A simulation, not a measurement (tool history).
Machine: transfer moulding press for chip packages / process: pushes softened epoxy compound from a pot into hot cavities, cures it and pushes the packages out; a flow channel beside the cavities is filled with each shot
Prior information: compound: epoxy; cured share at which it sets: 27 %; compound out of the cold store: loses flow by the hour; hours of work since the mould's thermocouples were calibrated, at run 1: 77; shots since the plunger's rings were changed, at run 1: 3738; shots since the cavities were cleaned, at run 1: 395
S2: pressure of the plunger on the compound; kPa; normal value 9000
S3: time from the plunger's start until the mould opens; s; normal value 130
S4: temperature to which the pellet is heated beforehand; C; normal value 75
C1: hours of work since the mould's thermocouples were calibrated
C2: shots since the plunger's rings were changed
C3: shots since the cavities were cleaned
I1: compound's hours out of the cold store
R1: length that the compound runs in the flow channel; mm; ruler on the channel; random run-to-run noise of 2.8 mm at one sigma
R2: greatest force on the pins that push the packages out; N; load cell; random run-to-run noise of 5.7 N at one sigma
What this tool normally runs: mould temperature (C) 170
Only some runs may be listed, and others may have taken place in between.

{"run": 1, "day": 0.0, "mould temperature (C)": 170, "S2": 9000, "S3": 130, "S4": 75, "C1": 77, "C2": 3738, "C3": 395, "I1": 45.2, "R1": 615, "R2": 311}
{"run": 2, "day": 0.433, "mould temperature (C)": 170, "S2": 9000, "S3": 130, "S4": 75, "C1": 82, "C2": 3813, "C3": 470, "I1": 22.1, "R1": 667, "R2": 327}
{"run": 3, "day": 1.225, "mould temperature (C)": 170, "S2": 9000, "S3": 130, "S4": 75, "C1": 91, "C2": 3949, "C3": 606, "I1": 17.0, "R1": 674, "R2": 358}
{"run": 4, "day": 1.612, "mould temperature (C)": 170, "S2": 9000, "S3": 130, "S4": 75, "C1": 96, "C2": 4015, "C3": 672, "I1": 14.7, "R1": 679, "R2": 365}
{"day": 1.904, "done": "cavities cleaned with cleaning compound and waxed"}
{"run": 5, "day": 2.204, "mould temperature (C)": 170, "S2": 8920, "S3": 130, "S4": 75, "C1": 102, "C2": 4106, "C3": 52, "I1": 8.7, "R1": 693, "R2": 500}
{"run": 6, "day": 2.762, "mould temperature (C)": 170, "S2": 10900, "S3": 130, "S4": 75, "C1": 108, "C2": 4202, "C3": 148, "I1": 12.5, "R1": 754, "R2": 507}
{"run": 7, "day": 3.575, "mould temperature (C)": 175, "S2": 9000, "S3": 130, "S4": 75, "C1": 118, "C2": 4341, "C3": 287, "I1": 31.7, "R1": 629, "R2": 399}
{"day": 3.983, "done": "cavities cleaned with cleaning compound and waxed, once more"}
{"run": 8, "day": 4.296, "mould temperature (C)": 175, "S2": 10840, "S3": 130, "S4": 75, "C1": 125, "C2": 4454, "C3": 53, "I1": 9.6, "R1": 736, "R2": 194}
{"run": 9, "day": 5.046, "mould temperature (C)": 175, "S2": 10840, "S3": 130, "S4": 75, "C1": 134, "C2": 4583, "C3": 182, "I1": 20.8, "R1": 711, "R2": 225}
{"run": 10, "day": 5.558, "mould temperature (C)": 170, "S2": 9000, "S3": 114, "S4": 75, "C1": 140, "C2": 4671, "C3": 270, "I1": 18.0, "R1": 664, "R2": 390}
{"run": 11, "day": 6.358, "mould temperature (C)": 170, "S2": 9000, "S3": 114, "S4": 75, "C1": 150, "C2": 4808, "C3": 407, "I1": 36.6, "R1": 623, "R2": 415}
{"run": 12, "day": 6.733, "mould temperature (C)": 170, "S2": 9000, "S3": 130, "S4": 75, "C1": 154, "C2": 4873, "C3": 472, "I1": 27.3, "R1": 640, "R2": 335}
{"run": 13, "day": 7.117, "mould temperature (C)": 170, "S2": 9000, "S3": 130, "S4": 75, "C1": 158, "C2": 4939, "C3": 538, "I1": 46.0, "R1": 607, "R2": 347}
{"day": 7.604, "done": "plunger's sealing rings changed"}
{"run": 14, "day": 7.792, "mould temperature (C)": 170, "S2": 7400, "S3": 130, "S4": 75, "C1": 165, "C2": 33, "C3": 636, "I1": 10.6, "R1": 666, "R2": 370}
{"day": 8.288, "done": "cavities cleaned with cleaning compound and waxed"}
{"run": 15, "day": 8.488, "mould temperature (C)": 170, "S2": 9000, "S3": 130, "S4": 68, "C1": 173, "C2": 142, "C3": 35, "I1": 19.4, "R1": 708, "R2": 239}
{"run": 16, "day": 9.058, "mould temperature (C)": 173, "S2": 6890, "S3": 130, "S4": 69, "C1": 179, "C2": 239, "C3": 132, "I1": 45.2, "R1": 565, "R2": 224}
{"run": 17, "day": 9.5, "mould temperature (C)": 176, "S2": 9000, "S3": 130, "S4": 73, "C1": 184, "C2": 315, "C3": 208, "I1": 38.7, "R1": 654, "R2": 221}
{"run": 18, "day": 9.938, "mould temperature (C)": 176, "S2": 9000, "S3": 130, "S4": 73, "C1": 189, "C2": 391, "C3": 284, "I1": 33.3, "R1": 661, "R2": 224}
{"run": 19, "day": 10.404, "mould temperature (C)": 176, "S2": 9000, "S3": 130, "S4": 73, "C1": 195, "C2": 470, "C3": 363, "I1": 44.9, "R1": 635, "R2": 249}
{"run": 20, "day": 10.775, "mould temperature (C)": 176, "S2": 9000, "S3": 112, "S4": 77, "C1": 199, "C2": 535, "C3": 428, "I1": 32.1, "R1": 666, "R2": 299}
{"run": 21, "day": 11.183, "mould temperature (C)": 176, "S2": 8070, "S3": 112, "S4": 77, "C1": 204, "C2": 605, "C3": 498, "I1": 42.0, "R1": 605, "R2": 322}
{"run": 22, "day": 11.729, "mould temperature (C)": 170, "S2": 9000, "S3": 137, "S4": 75, "C1": 210, "C2": 698, "C3": 591, "I1": 34.5, "R1": 668, "R2": 332}
{"day": 12.467, "done": "cavities cleaned with cleaning compound and waxed"}
{"run": 23, "day": 12.521, "mould temperature (C)": 170, "S2": 9720, "S3": 120, "S4": 75, "C1": 219, "C2": 823, "C3": 9, "I1": 42.6, "R1": 677, "R2": 240}
{"run": 24, "day": 12.917, "mould temperature (C)": 170, "S2": 7110, "S3": 130, "S4": 65, "C1": 224, "C2": 891, "C3": 77, "I1": 14.8, "R1": 636, "R2": 246}
{"run": 25, "day": 13.567, "mould temperature (C)": 170, "S2": 7110, "S3": 130, "S4": 65, "C1": 231, "C2": 1003, "C3": 189, "I1": 28.1, "R1": 609, "R2": 275}
{"run": 26, "day": 14.079, "mould temperature (C)": 169, "S2": 8620, "S3": 130, "S4": 75, "C1": 237, "C2": 1091, "C3": 277, "I1": 33.6, "R1": 661, "R2": 302}
{"run": 27, "day": 14.729, "mould temperature (C)": 169, "S2": 6830, "S3": 145, "S4": 75, "C1": 245, "C2": 1202, "C3": 388, "I1": 9.2, "R1": 631, "R2": 292}
{"run": 28, "day": 15.167, "mould temperature (C)": 169, "S2": 6830, "S3": 154, "S4": 75, "C1": 250, "C2": 1278, "C3": 464, "I1": 45.8, "R1": 557, "R2": 277}
{"run": 29, "day": 15.788, "mould temperature (C)": 169, "S2": 6830, "S3": 160, "S4": 72, "C1": 257, "C2": 1384, "C3": 570, "I1": 20.3, "R1": 607, "R2": 292}

Measured minus without-hidden-state, run by run (identical run-to-run variation in each term; gauge scatter may differ):
What the log doesn't record here: true mould temperature over the reading, C; pressure that reaches the compound, % of what is set; grip of the stained cavities, % over clean ones'; drift of the gauge itself on flow_mm, %; drift of the gauge itself on push_out_n, %.
run=1 R1=-35 R2=+115
run=2 R1=-39 R2=+129
run=3 R1=-42 R2=+160
run=4 R1=-42 R2=+166
run=5 R1=-44 R2=+291
run=6 R1=-49 R2=+290
run=7 R1=-42 R2=+226
run=8 R1=-51 R2=+22
run=9 R1=-51 R2=+55
run=10 R1=-49 R2=+121
run=11 R1=-48 R2=+154
run=12 R1=-50 R2=+132
run=13 R1=-48 R2=+144
run=14 R1=+0 R2=+163
run=15 R1=-1 R2=+29
run=16 R1=-2 R2=+47
run=17 R1=-3 R2=+56
run=18 R1=-4 R2=+70
run=19 R1=-4 R2=+85
run=20 R1=-5 R2=+112
run=21 R1=-5 R2=+129
run=22 R1=-6 R2=+144
run=23 R1=-8 R2=+16
run=24 R1=-8 R2=+37
run=25 R1=-9 R2=+72
run=26 R1=-10 R2=+100
run=27 R1=-11 R2=+105
run=28 R1=-10 R2=+109
run=29 R1=-12 R2=+123

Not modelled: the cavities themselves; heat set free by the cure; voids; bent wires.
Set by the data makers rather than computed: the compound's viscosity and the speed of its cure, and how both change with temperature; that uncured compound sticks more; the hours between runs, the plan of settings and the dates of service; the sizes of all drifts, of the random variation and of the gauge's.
